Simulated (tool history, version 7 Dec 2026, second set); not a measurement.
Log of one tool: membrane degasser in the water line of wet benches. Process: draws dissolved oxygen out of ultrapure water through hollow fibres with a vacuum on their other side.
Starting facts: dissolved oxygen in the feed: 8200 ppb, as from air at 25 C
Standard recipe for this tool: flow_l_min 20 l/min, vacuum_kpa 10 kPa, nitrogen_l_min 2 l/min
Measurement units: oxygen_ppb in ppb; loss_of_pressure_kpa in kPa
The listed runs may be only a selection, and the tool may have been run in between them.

run     day  flow_l_min  vacuum_kpa  nitrogen_l_min  oxygen_ppb  loss_of_pressure_kpa
  1       0          20          10               2       232.2                 49.78
  2   1.904          20          10               2       234.9                  49.6
  3    3.55          20          10               2       232.1                 49.91
      4.321  -- vacuum gauge calibrated
  4   4.617          20          10               2       237.9                 49.75
  5   6.312          20        14.7               2       343.1                 50.42
  6   7.229          20        14.7               2       352.5                 49.97
  7   8.804          20        14.7               2       349.1                  50.4
  8  10.321          20          14               2       332.2                  50.3
     12.042  -- vacuum gauge calibrated, once more
  9  12.258          20          14               2       319.4                 49.79
 10  13.967          20          14               2       323.5                 50.02
 11  15.129          20          14               2       317.6                 49.92
 12  16.408          20          14               2       325.2                 50.16
 13  17.438          20          14               2       325.3                 50.07
 14  19.379          19          14               2       305.4                 47.47
 15  20.192          19          14               2       305.9                 47.67
 16  21.333          19          14               2       304.5                 47.54
 17  23.321          25        21.6               2       645.8                 62.74
 18  25.346          25        21.6               2       652.6                 62.81
 19  26.825          25        21.6               2       649.1                    63
 20  28.092          25        21.6               2       650.7                 62.73
 21  29.754          17        22.9            3.13       299.4                 42.83
 22  31.638          20          10            5.62       130.9                 50.39
 23    33.6          20          10            5.56       132.4                 50.74
 24  34.962          20        21.1            2.07       470.2                 50.13
 25  36.821          17        10.9               2       195.9                  42.6
 26  38.217          22        16.8            0.84       802.5                 55.09
 27  39.246          24          12            3.29       282.5                 60.91
 28  41.046          20          10            2.45       208.8                 50.64
 29  41.888          21        18.9               2       462.6                 53.02
 30  43.229          21         7.6             1.2       263.9                 53.22
 31  45.196          21         7.6             1.2       262.9                 53.48
 32  46.288          21         7.6             1.2       260.3                 53.32

Predict each of these 4 candidate next runs independently; none follows another, all start after run 32:
  A  48.154          20         8.8               2           ?                     ?
  B  48.154          15         7.7            1.23           ?                     ?
  C  48.154          22         7.6             1.2           ?                     ?
  D  48.154          20        17.7            3.76           ?                     ?

run  oxygen_ppb  loss_of_pressure_kpa
  A       204.7                 50.71
  B       157.8                 37.94
  C       280.8                 55.66
  D       262.9                 50.65
Without the tool's hidden state the same runs would have given:
run  oxygen_ppb  loss_of_pressure_kpa
  A       187.8                 49.13
  B       145.3                 36.76
  C       260.4                 53.93
  D       243.2                 49.07

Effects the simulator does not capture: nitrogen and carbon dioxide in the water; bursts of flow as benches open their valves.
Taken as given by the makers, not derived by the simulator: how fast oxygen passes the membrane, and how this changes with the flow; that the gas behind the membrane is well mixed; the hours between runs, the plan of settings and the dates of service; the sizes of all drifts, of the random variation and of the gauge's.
